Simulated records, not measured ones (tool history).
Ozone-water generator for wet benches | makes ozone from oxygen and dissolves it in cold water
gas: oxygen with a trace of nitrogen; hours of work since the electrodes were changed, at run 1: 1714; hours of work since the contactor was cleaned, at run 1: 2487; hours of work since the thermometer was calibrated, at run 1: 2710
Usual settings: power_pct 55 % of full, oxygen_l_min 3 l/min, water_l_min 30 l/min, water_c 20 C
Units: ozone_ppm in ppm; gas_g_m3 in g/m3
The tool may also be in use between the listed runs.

run	hour	power_pct	oxygen_l_min	water_l_min	water_c	hours of work since the electrodes were changed	hours of work since the contactor was cleaned	hours of work since the thermometer was calibrated	ozone_ppm	gas_g_m3
1	0	55	3	30	20	1714	2487	2710	9.8	179.4
2	32.5	55	3	30	20	1746	2519	2742	9.7	179.1
3	75.3	55	3	30	20	1787	2560	2783	9.6	179.6
4	132.2	55	3	30	20	1843	2616	2839	9.8	179.2
5	160.2	55	3	30	20	1870	2643	2866	9.4	178.7
# hour 168.2: contactor cleaned
6	208.5	48	3	30	20	1913	39	2909	8.6	161.5
7	248.9	48	3	30	20	1952	78	2948	8.6	161.4
8	292	44	1.93	28	22	1994	120	2990	7.7	194.9
9	330.9	55	2.79	25	20	2032	158	3028	11.5	186
10	375.9	55	3	30	21	2075	202	3071	9.2	180.7
11	401.1	55	3	32	21	2100	226	3096	8.8	178.6

5 ways to go on from here, each from the tool as it stands after run 11. What would each give?
A	441.3	71	3	30	20	2139	265	3135	?	?
B	441.3	60	1.66	20	20	2139	265	3135	?	?
C	441.3	55	4.14	32	25	2139	265	3135	?	?
D	441.3	83	3	30	20	2139	265	3135	?	?
E	441.3	55	3	28	27	2139	265	3135	?	?

run	ozone_ppm	gas_g_m3
A	11.1	216.3
B	13.9	266.3
C	8.8	148.9
D	12.7	242.6
E	9.3	178.1
Without the tool's hidden state the same runs would have given:
run	ozone_ppm	gas_g_m3
A	12.4	229.9
B	15.2	281
C	9.7	156.5
D	14.2	259.8
E	10.3	187.2
